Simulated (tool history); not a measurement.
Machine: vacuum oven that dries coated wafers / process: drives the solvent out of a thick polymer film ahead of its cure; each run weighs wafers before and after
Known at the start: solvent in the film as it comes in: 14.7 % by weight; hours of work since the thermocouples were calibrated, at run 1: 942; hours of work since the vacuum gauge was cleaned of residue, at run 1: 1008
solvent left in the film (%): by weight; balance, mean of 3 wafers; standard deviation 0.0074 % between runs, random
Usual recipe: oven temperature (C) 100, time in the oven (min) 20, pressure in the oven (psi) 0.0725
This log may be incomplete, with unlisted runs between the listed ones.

| run | day | oven temperature (C) | time in the oven (min) | pressure in the oven (psi) | hours of work since the thermocouples were calibrated | hours of work since the vacuum gauge was cleaned of residue | solvent left in the film (%) |
|---|---|---|---|---|---|---|---|
| 1 | 0.000 | 100 | 20 | 0.0725 | 942 | 1008 | 1.046 |
| 2 | 1.692 | 100 | 20 | 0.0817 | 960 | 1027 | 1.074 |
| 3 | 3.275 | 100 | 20 | 0.0725 | 977 | 1044 | 1.034 |
| 4 | 4.488 | 100 | 20 | 0.0725 | 990 | 1057 | 1.027 |
|  | 5.962 | vacuum gauge cleaned of residue and calibrated |
| 5 | 6.275 | 100 | 26 | 0.0725 | 1009 | 3 | 0.605 |
| 6 | 7.512 | 100 | 17 | 0.0725 | 1023 | 17 | 1.403 |
| 7 | 8.825 | 100 | 20 | 0.0725 | 1037 | 31 | 1.022 |
| 8 | 10.696 | 100 | 20 | 0.0725 | 1057 | 52 | 1.019 |
| 9 | 11.725 | 100 | 20 | 0.0725 | 1069 | 63 | 1.038 |
| 10 | 12.850 | 100 | 20 | 0.0395 | 1081 | 75 | 0.904 |
| 11 | 14.258 | 100 | 20 | 0.0395 | 1096 | 90 | 0.909 |
| 12 | 15.217 | 100 | 20 | 0.0395 | 1107 | 101 | 0.894 |
| 13 | 16.946 | 100 | 20 | 0.0395 | 1125 | 120 | 0.899 |
|  | 17.238 | oven's thermocouples calibrated |
| 14 | 18.162 | 100 | 20 | 0.0395 | 10 | 132 | 0.908 |
| 15 | 20.017 | 99 | 18 | 0.1112 | 30 | 152 | 1.535 |
| 16 | 22.296 | 111 | 29 | 0.0725 | 55 | 177 | 0.231 |
| 17 | 24.225 | 89 | 22 | 0.0519 | 76 | 198 | 1.898 |
| 18 | 25.779 | 100 | 28 | 0.1519 | 93 | 215 | 0.842 |
| 19 | 26.767 | 98 | 13 | 0.0695 | 104 | 226 | 2.511 |
| 20 | 29.021 | 95 | 13 | 0.2194 | 128 | 250 | 3.561 |
| 21 | 30.275 | 94 | 23 | 0.1622 | 142 | 264 | 1.690 |
| 22 | 31.938 | 103 | 24 | 0.2619 | 160 | 282 | 1.209 |
| 23 | 33.788 | 115 | 20 | 0.0951 | 180 | 302 | 0.324 |
| 24 | 34.846 | 115 | 20 | 0.0951 | 192 | 314 | 0.330 |

Below are 4 alternative next runs, each starting from the tool's condition after run 24. Predict each:
| A | 36.892 | 98 | 26 | 0.0525 | 214 | 336 | ? |
| B | 36.892 | 115 | 13 | 0.0951 | 214 | 336 | ? |
| C | 36.892 | 100 | 20 | 0.0846 | 214 | 336 | ? |
| D | 36.892 | 108 | 32 | 0.1508 | 214 | 336 | ? |

| run | solvent left in the film (%) |
|---|---|
| A | 0.644 |
| B | 0.789 |
| C | 1.097 |
| D | 0.494 |
The same runs, with their run-to-run variation unchanged, on a tool lacking any hidden condition would have given:
| run | solvent left in the film (%) |
|---|---|
| A | 0.643 |
| B | 0.789 |
| C | 1.096 |
| D | 0.493 |

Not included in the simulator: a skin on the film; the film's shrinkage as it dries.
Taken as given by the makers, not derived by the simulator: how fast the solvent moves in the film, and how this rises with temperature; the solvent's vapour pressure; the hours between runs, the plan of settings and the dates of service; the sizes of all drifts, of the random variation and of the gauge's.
